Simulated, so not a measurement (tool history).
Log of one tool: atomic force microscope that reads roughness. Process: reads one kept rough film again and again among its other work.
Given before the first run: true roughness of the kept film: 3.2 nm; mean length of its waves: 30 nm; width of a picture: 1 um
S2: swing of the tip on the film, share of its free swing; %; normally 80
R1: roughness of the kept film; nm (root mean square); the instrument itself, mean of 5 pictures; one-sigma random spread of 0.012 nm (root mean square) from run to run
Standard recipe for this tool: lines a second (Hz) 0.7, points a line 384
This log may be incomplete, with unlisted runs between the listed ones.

run 1 day=0 | lines_a_second_(Hz)=0.7 S2=80 points_a_line=384 | R1=2.608
run 2 day=0.733 | lines_a_second_(Hz)=0.7 S2=80 points_a_line=384 | R1=2.595
run 3 day=1.179 | lines_a_second_(Hz)=0.7 S2=80 points_a_line=384 | R1=2.56
run 4 day=1.542 | lines_a_second_(Hz)=0.7 S2=80 points_a_line=384 | R1=2.558
run 5 day=2.229 | lines_a_second_(Hz)=0.7 S2=80 points_a_line=384 | R1=2.553
run 6 day=2.983 | lines_a_second_(Hz)=0.7 S2=80 points_a_line=384 | R1=2.511
run 7 day=3.458 | lines_a_second_(Hz)=0.7 S2=80 points_a_line=384 | R1=2.487
run 8 day=4.246 | lines_a_second_(Hz)=0.7 S2=80 points_a_line=384 | R1=2.495
run 9 day=4.921 | lines_a_second_(Hz)=0.7 S2=79 points_a_line=445 | R1=2.459
-- day=5.288 new tip fitted
run 10 day=5.3 | lines_a_second_(Hz)=0.75 S2=80 points_a_line=384 | R1=2.8
run 11 day=6.012 | lines_a_second_(Hz)=0.75 S2=80 points_a_line=384 | R1=2.764
run 12 day=6.708 | lines_a_second_(Hz)=0.75 S2=80 points_a_line=384 | R1=2.768
run 13 day=7.408 | lines_a_second_(Hz)=2.534 S2=80 points_a_line=386 | R1=2.583
run 14 day=7.783 | lines_a_second_(Hz)=0.959 S2=80 points_a_line=384 | R1=2.699
run 15 day=8.521 | lines_a_second_(Hz)=1.775 S2=80 points_a_line=552 | R1=2.627
run 16 day=8.912 | lines_a_second_(Hz)=2.808 S2=80 points_a_line=384 | R1=2.513

Alternative continuations, all from the tool just after run 16; predict every row:
run A day=9.25 | lines_a_second_(Hz)=0.811 S2=80 points_a_line=384 | R1=?
run B day=9.25 | lines_a_second_(Hz)=1.627 S2=77 points_a_line=384 | R1=?
run C day=9.25 | lines_a_second_(Hz)=0.7 S2=80 points_a_line=826 | R1=?
run D day=9.25 | lines_a_second_(Hz)=2.138 S2=80 points_a_line=498 | R1=?
run E day=9.25 | lines_a_second_(Hz)=3.98 S2=80 points_a_line=489 | R1=?

run=A R1=2.641
run=B R1=2.599
run=C R1=2.679
run=D R1=2.562
run=E R1=2.428
Without the tool's unlogged condition, the same runs would have read:
run=A R1=2.813
run=B R1=2.767
run=C R1=2.853
run=D R1=2.728
run=E R1=2.585

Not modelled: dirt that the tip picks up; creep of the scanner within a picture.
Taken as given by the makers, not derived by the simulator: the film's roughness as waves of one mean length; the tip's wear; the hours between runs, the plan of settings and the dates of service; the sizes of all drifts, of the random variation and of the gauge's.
